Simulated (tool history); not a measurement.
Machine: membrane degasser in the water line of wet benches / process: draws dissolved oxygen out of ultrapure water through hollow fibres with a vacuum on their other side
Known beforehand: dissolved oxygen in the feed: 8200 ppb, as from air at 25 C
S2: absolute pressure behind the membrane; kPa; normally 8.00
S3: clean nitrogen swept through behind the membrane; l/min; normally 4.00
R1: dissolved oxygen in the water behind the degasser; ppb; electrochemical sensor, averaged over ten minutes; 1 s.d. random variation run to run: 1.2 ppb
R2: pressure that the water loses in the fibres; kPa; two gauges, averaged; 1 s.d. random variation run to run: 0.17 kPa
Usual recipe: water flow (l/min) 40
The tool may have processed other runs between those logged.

run 1 day=0.000 | water_flow_(l/min)=40 S2=8.00 S3=4.00 | R1=121.7 R2=26.54
run 2 day=2.317 | water_flow_(l/min)=40 S2=8.00 S3=4.00 | R1=120.5 R2=26.56
run 3 day=5.004 | water_flow_(l/min)=40 S2=8.00 S3=4.00 | R1=123.5 R2=26.38
run 4 day=7.292 | water_flow_(l/min)=40 S2=8.00 S3=7.59 | R1=70.0 R2=26.15
run 5 day=8.958 | water_flow_(l/min)=25 S2=8.00 S3=7.59 | R1=41.0 R2=16.69
run 6 day=11.700 | water_flow_(l/min)=25 S2=17.45 S3=7.59 | R1=116.1 R2=16.60
run 7 day=13.075 | water_flow_(l/min)=25 S2=17.45 S3=7.59 | R1=115.0 R2=16.78
run 8 day=15.571 | water_flow_(l/min)=40 S2=8.00 S3=4.00 | R1=120.9 R2=26.59
run 9 day=16.800 | water_flow_(l/min)=40 S2=8.00 S3=4.00 | R1=122.4 R2=26.61
run 10 day=19.575 | water_flow_(l/min)=40 S2=8.00 S3=4.00 | R1=123.4 R2=26.29
run 11 day=21.050 | water_flow_(l/min)=40 S2=15.80 S3=4.90 | R1=249.5 R2=26.54
run 12 day=23.604 | water_flow_(l/min)=40 S2=15.80 S3=4.90 | R1=246.3 R2=26.74
run 13 day=25.096 | water_flow_(l/min)=61 S2=15.96 S3=4.90 | R1=393.9 R2=40.78
run 14 day=26.875 | water_flow_(l/min)=61 S2=15.96 S3=4.90 | R1=397.1 R2=40.49
run 15 day=28.304 | water_flow_(l/min)=49 S2=5.35 S3=4.62 | R1=72.6 R2=32.23
run 16 day=30.662 | water_flow_(l/min)=52 S2=8.00 S3=4.00 | R1=171.8 R2=34.71
run 17 day=32.629 | water_flow_(l/min)=55 S2=8.00 S3=4.00 | R1=180.9 R2=36.22
run 18 day=34.058 | water_flow_(l/min)=55 S2=8.00 S3=4.00 | R1=179.6 R2=36.53
run 19 day=35.654 | water_flow_(l/min)=49 S2=13.98 S3=5.58 | R1=240.3 R2=32.61
run 20 day=37.088 | water_flow_(l/min)=49 S2=13.98 S3=5.58 | R1=241.6 R2=32.38

For each run, the measured value with the value that run would have given without the tool's hidden condition subtracted. The run-to-run variation is shared by both, the gauge scatter possibly not:
Hidden conditions of the tool in this case: membrane still open, %; true pressure behind the membrane over the reading, kPa; air that leaks in behind the membrane, l/min; drift of the gauge itself on oxygen_ppb, %; drift of the gauge itself on loss_of_pressure_kpa, %.
run=1 R1=+4.2 R2=+0.10
run=2 R1=+4.2 R2=+0.10
run=3 R1=+4.3 R2=+0.11
run=4 R1=+2.5 R2=+0.11
run=5 R1=+1.6 R2=+0.08
run=6 R1=+2.0 R2=+0.07
run=7 R1=+2.0 R2=+0.07
run=8 R1=+4.5 R2=+0.13
run=9 R1=+4.6 R2=+0.13
run=10 R1=+4.6 R2=+0.13
run=11 R1=+4.3 R2=+0.14
run=12 R1=+4.3 R2=+0.14
run=13 R1=+6.3 R2=+0.22
run=14 R1=+6.5 R2=+0.22
run=15 R1=+5.0 R2=+0.18
run=16 R1=+6.5 R2=+0.20
run=17 R1=+6.8 R2=+0.21
run=18 R1=+6.7 R2=+0.22
run=19 R1=+4.9 R2=+0.20
run=20 R1=+5.0 R2=+0.20
